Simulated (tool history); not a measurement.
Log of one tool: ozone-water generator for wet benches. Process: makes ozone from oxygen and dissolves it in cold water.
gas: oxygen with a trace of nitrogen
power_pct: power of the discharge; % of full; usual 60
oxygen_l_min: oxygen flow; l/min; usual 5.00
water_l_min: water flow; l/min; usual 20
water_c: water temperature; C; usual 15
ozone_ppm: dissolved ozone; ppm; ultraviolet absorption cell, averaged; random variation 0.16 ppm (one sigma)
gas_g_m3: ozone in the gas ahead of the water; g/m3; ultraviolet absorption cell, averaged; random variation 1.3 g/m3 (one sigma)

run	hour	power_pct	oxygen_l_min	water_l_min	water_c	ozone_ppm	gas_g_m3
1	0.0	60	5.00	20	15	21.1	237.4
2	103.1	60	5.00	20	15	21.0	240.5
3	204.2	60	5.00	20	15	21.1	238.0
4	276.7	60	5.00	20	15	21.2	237.1
5	357.4	60	5.00	20	12	22.2	237.1
6	444.7	75	5.00	20	12	26.2	284.7
# hour 504.3: water thermometer calibrated
7	511.0	88	5.00	20	12	29.7	321.9
8	662.3	88	5.00	20	12	29.9	324.9
9	779.5	88	5.00	20	12	29.8	326.7
10	924.0	88	5.00	20	12	30.0	320.0
11	1029.9	88	5.00	20	12	29.7	324.5
12	1098.1	88	7.17	20	12	29.3	257.3
13	1172.9	88	7.17	20	12	29.2	256.0
14	1272.7	88	7.17	20	12	29.1	257.2
# hour 1379.3: electrodes of the discharge changed
15	1379.3	88	7.17	20	12	28.7	259.1
16	1448.4	60	5.00	17	15	24.3	238.8
17	1572.3	60	2.55	20	15	20.4	362.2
# hour 1697.6: contactor cleaned
18	1702.3	51	3.67	18	15	20.5	254.8
19	1808.9	73	3.87	18	15	26.8	325.9
20	1913.5	73	5.19	22	15	22.8	273.2
21	2038.7	73	5.19	22	15	22.8	272.5
22	2168.1	60	5.00	20	11	22.2	235.2
23	2314.8	60	5.00	20	11	22.0	237.7
24	2433.5	57	5.00	20	9	21.7	227.8
25	2539.8	96	2.89	20	15	30.9	490.2
26	2638.1	60	5.00	20	13	22.0	235.9
27	2780.2	60	3.03	22	13	19.3	326.9
28	2896.3	60	4.57	14	13	29.2	251.4
29	3033.8	60	6.19	13	13	29.5	209.7
30	3119.3	60	5.81	23	13	19.1	218.4
31	3262.3	60	5.81	23	13	19.1	215.5
32	3377.1	60	5.81	23	13	19.3	213.8
33	3474.4	41	5.81	23	13	14.1	160.0
34	3626.7	43	6.58	23	13	14.7	152.5

3 ways to go on from here, each from the tool as it stands after run 34. What would each give?
A	3760.5	59	6.58	24	13	?	?
B	3760.5	60	5.00	24	21	?	?
C	3760.5	42	5.00	17	10	?	?

run	ozone_ppm	gas_g_m3
A	18.0	199.4
B	16.7	236.2
C	19.8	176.9
Without the tool's hidden state the same runs would have given:
run	ozone_ppm	gas_g_m3
A	18.0	199.6
B	16.7	236.4
C	19.8	177.1
